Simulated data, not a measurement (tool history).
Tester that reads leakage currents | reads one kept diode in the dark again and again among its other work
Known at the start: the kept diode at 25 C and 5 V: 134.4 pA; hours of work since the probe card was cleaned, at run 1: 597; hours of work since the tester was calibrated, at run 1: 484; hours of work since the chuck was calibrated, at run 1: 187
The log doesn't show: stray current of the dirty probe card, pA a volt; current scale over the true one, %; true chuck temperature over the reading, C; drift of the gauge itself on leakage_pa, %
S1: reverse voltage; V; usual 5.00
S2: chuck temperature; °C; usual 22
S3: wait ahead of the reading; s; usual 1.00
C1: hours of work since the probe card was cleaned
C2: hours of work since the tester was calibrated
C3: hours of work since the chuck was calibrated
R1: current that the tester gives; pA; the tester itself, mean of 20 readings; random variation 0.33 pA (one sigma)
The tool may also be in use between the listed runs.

run 1 hour=0.0 | S1=5.00 S2=22 S3=1.00 | C1=597 C2=484 C3=187 | R1=105.74
run 2 hour=33.2 | S1=5.00 S2=36 S3=1.00 | C1=622 C2=509 C3=213 | R1=304.68
run 3 hour=56.9 | S1=5.00 S2=51 S3=1.00 | C1=641 C2=528 C3=232 | R1=865.08
run 4 hour=92.5 | S1=5.00 S2=52 S3=1.00 | C1=669 C2=556 C3=259 | R1=923.48
run 5 hour=124.8 | S1=5.00 S2=52 S3=1.00 | C1=694 C2=581 C3=284 | R1=918.95
run 6 hour=142.5 | S1=5.00 S2=52 S3=1.00 | C1=707 C2=594 C3=298 | R1=922.20
run 7 hour=168.6 | S1=5.00 S2=52 S3=1.00 | C1=728 C2=615 C3=318 | R1=913.98
run 8 hour=203.9 | S1=5.00 S2=52 S3=3.36 | C1=755 C2=642 C3=346 | R1=913.03
run 9 hour=238.1 | S1=5.00 S2=52 S3=3.36 | C1=782 C2=669 C3=373 | R1=915.06
run 10 hour=271.0 | S1=5.00 S2=22 S3=1.00 | C1=807 C2=694 C3=398 | R1=104.40
run 11 hour=303.3 | S1=5.00 S2=22 S3=1.00 | C1=833 C2=720 C3=423 | R1=102.80
run 12 hour=341.4 | S1=5.00 S2=22 S3=3.78 | C1=862 C2=749 C3=453 | R1=102.65
run 13 hour=365.6 | S1=5.00 S2=22 S3=1.00 | C1=881 C2=768 C3=472 | R1=102.32
run 14 hour=387.7 | S1=5.00 S2=22 S3=1.00 | C1=898 C2=785 C3=489 | R1=102.65
run 15 hour=406.6 | S1=5.00 S2=22 S3=1.00 | C1=913 C2=800 C3=504 | R1=103.22
run 16 hour=443.6 | S1=5.00 S2=22 S3=0.33 | C1=942 C2=829 C3=532 | R1=105.36
run 17 hour=471.1 | S1=5.00 S2=22 S3=1.00 | C1=963 C2=850 C3=554 | R1=102.76
run 18 hour=488.9 | S1=5.00 S2=22 S3=1.00 | C1=977 C2=864 C3=568 | R1=102.13
run 19 hour=506.8 | S1=6.22 S2=22 S3=1.00 | C1=991 C2=878 C3=582 | R1=113.54
run 20 hour=531.1 | S1=6.22 S2=22 S3=1.00 | C1=1010 C2=897 C3=601 | R1=112.88
run 21 hour=560.7 | S1=6.22 S2=22 S3=1.00 | C1=1033 C2=920 C3=624 | R1=112.30
run 22 hour=598.4 | S1=6.19 S2=45 S3=2.74 | C1=1062 C2=949 C3=653 | R1=610.30
run 23 hour=622.3 | S1=7.80 S2=22 S3=8.78 | C1=1081 C2=968 C3=672 | R1=122.50
run 24 hour=660.0 | S1=7.80 S2=22 S3=8.78 | C1=1110 C2=997 C3=701 | R1=122.73
run 25 hour=680.0 | S1=7.80 S2=22 S3=8.78 | C1=1126 C2=1013 C3=716 | R1=122.26
run 26 hour=718.5 | S1=7.80 S2=22 S3=8.78 | C1=1156 C2=1043 C3=746 | R1=122.64
run 27 hour=748.9 | S1=5.00 S2=52 S3=1.00 | C1=1179 C2=1066 C3=770 | R1=893.24
run 28 hour=765.9 | S1=4.73 S2=52 S3=6.63 | C1=1193 C2=1080 C3=783 | R1=864.46
run 29 hour=783.9 | S1=4.73 S2=27 S3=6.63 | C1=1207 C2=1093 C3=797 | R1=143.37
run 30 hour=821.1 | S1=12.82 S2=46 S3=2.98 | C1=1236 C2=1123 C3=826 | R1=906.86
run 31 hour=842.7 | S1=3.96 S2=36 S3=8.86 | C1=1252 C2=1139 C3=843 | R1=262.56
run 32 hour=874.5 | S1=3.96 S2=36 S3=8.86 | C1=1277 C2=1164 C3=868 | R1=260.34
run 33 hour=903.1 | S1=3.96 S2=36 S3=8.86 | C1=1299 C2=1186 C3=890 | R1=258.95
run 34 hour=921.9 | S1=3.96 S2=36 S3=8.86 | C1=1314 C2=1201 C3=905 | R1=258.85
run 35 hour=942.7 | S1=3.96 S2=36 S3=8.86 | C1=1330 C2=1217 C3=921 | R1=259.04
run 36 hour=959.0 | S1=3.96 S2=58 S3=2.74 | C1=1343 C2=1230 C3=934 | R1=1176.35
run 37 hour=983.0 | S1=3.96 S2=21 S3=4.36 | C1=1361 C2=1248 C3=952 | R1=81.13
run 38 hour=1003.4 | S1=5.00 S2=23 S3=9.18 | C1=1377 C2=1264 C3=968 | R1=105.46
run 39 hour=1020.5 | S1=5.00 S2=23 S3=9.18 | C1=1391 C2=1278 C3=981 | R1=105.89
run 40 hour=1040.2 | S1=1.52 S2=30 S3=6.56 | C1=1406 C2=1293 C3=997 | R1=106.16

3 ways to go on from here, each from the tool as it stands after run 40. What would each give?
run A hour=1060.7 | S1=13.16 S2=39 S3=0.63 | C1=1422 C2=1309 C3=1013 | R1=?
run B hour=1060.7 | S1=3.52 S2=59 S3=1.98 | C1=1422 C2=1309 C3=1013 | R1=?
run C hour=1060.7 | S1=5.00 S2=41 S3=1.00 | C1=1422 C2=1309 C3=1013 | R1=?

run=A R1=552.61
run=B R1=1180.56
run=C R1=409.66
Without the tool's hidden state the same runs would have given:
run=A R1=598.67
run=B R1=1272.64
run=C R1=444.43
